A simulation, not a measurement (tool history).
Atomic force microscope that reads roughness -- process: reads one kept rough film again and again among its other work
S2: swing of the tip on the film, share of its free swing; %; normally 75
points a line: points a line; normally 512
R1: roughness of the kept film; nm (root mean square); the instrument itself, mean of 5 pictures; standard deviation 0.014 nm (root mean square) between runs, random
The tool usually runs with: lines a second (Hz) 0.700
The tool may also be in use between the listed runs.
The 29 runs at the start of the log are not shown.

{"run": 30, "hour": 221.9, "lines a second (Hz)": 0.7, "S2": 75, "points a line": 310, "R1": 3.115}
{"run": 31, "hour": 232.0, "lines a second (Hz)": 0.7, "S2": 89, "points a line": 658, "R1": 2.852}
{"run": 32, "hour": 238.3, "lines a second (Hz)": 0.7, "S2": 89, "points a line": 658, "R1": 2.783}
{"run": 33, "hour": 244.1, "lines a second (Hz)": 0.7, "S2": 83, "points a line": 658, "R1": 2.815}
{"run": 34, "hour": 250.2, "lines a second (Hz)": 3.577, "S2": 62, "points a line": 379, "R1": 2.585}
{"run": 35, "hour": 256.8, "lines a second (Hz)": 2.636, "S2": 62, "points a line": 440, "R1": 2.619}
{"run": 36, "hour": 264.0, "lines a second (Hz)": 0.69, "S2": 83, "points a line": 512, "R1": 2.613}
{"run": 37, "hour": 269.3, "lines a second (Hz)": 0.69, "S2": 83, "points a line": 512, "R1": 2.564}
{"run": 38, "hour": 277.8, "lines a second (Hz)": 0.712, "S2": 77, "points a line": 544, "R1": 2.558}
{"run": 39, "hour": 287.6, "lines a second (Hz)": 0.7, "S2": 90, "points a line": 512, "R1": 2.363}
{"run": 40, "hour": 295.1, "lines a second (Hz)": 0.726, "S2": 62, "points a line": 514, "R1": 2.533}
{"hour": 299.8, "done": "new tip fitted"}
{"run": 41, "hour": 303.4, "lines a second (Hz)": 0.726, "S2": 62, "points a line": 514, "R1": 3.384}
{"run": 42, "hour": 308.1, "lines a second (Hz)": 0.726, "S2": 62, "points a line": 514, "R1": 3.311}
{"run": 43, "hour": 312.7, "lines a second (Hz)": 3.598, "S2": 79, "points a line": 820, "R1": 2.403}
{"run": 44, "hour": 317.3, "lines a second (Hz)": 0.528, "S2": 59, "points a line": 512, "R1": 3.241}
{"run": 45, "hour": 326.7, "lines a second (Hz)": 0.528, "S2": 59, "points a line": 512, "R1": 3.127}
{"run": 46, "hour": 333.4, "lines a second (Hz)": 0.55, "S2": 69, "points a line": 512, "R1": 2.986}
{"run": 47, "hour": 341.3, "lines a second (Hz)": 3.23, "S2": 86, "points a line": 575, "R1": 2.02}
{"run": 48, "hour": 347.2, "lines a second (Hz)": 1.967, "S2": 81, "points a line": 806, "R1": 2.404}
{"run": 49, "hour": 355.1, "lines a second (Hz)": 1.907, "S2": 75, "points a line": 314, "R1": 2.425}
{"run": 50, "hour": 360.0, "lines a second (Hz)": 1.907, "S2": 75, "points a line": 314, "R1": 2.379}
{"run": 51, "hour": 368.8, "lines a second (Hz)": 1.515, "S2": 64, "points a line": 539, "R1": 2.6}
{"run": 52, "hour": 375.6, "lines a second (Hz)": 1.515, "S2": 64, "points a line": 539, "R1": 2.525}

Each row is a separate what-if for the run after 52, all from the same tool condition, not one after another. Results?
{"run": "A", "hour": 381.7, "lines a second (Hz)": 2.729, "S2": 67, "points a line": 750, "R1": "?"}
{"run": "B", "hour": 381.7, "lines a second (Hz)": 0.993, "S2": 75, "points a line": 623, "R1": "?"}
{"run": "C", "hour": 381.7, "lines a second (Hz)": 3.177, "S2": 64, "points a line": 512, "R1": "?"}
{"run": "D", "hour": 381.7, "lines a second (Hz)": 1.295, "S2": 75, "points a line": 512, "R1": "?"}
{"run": "E", "hour": 381.7, "lines a second (Hz)": 0.682, "S2": 59, "points a line": 825, "R1": "?"}

run=A R1=2.317
run=B R1=2.435
run=C R1=2.313
run=D R1=2.376
run=E R1=2.609
With no hidden state in the tool, these same runs would have given:
run=A R1=3.071
run=B R1=3.229
run=C R1=3.067
run=D R1=3.151
run=E R1=3.458
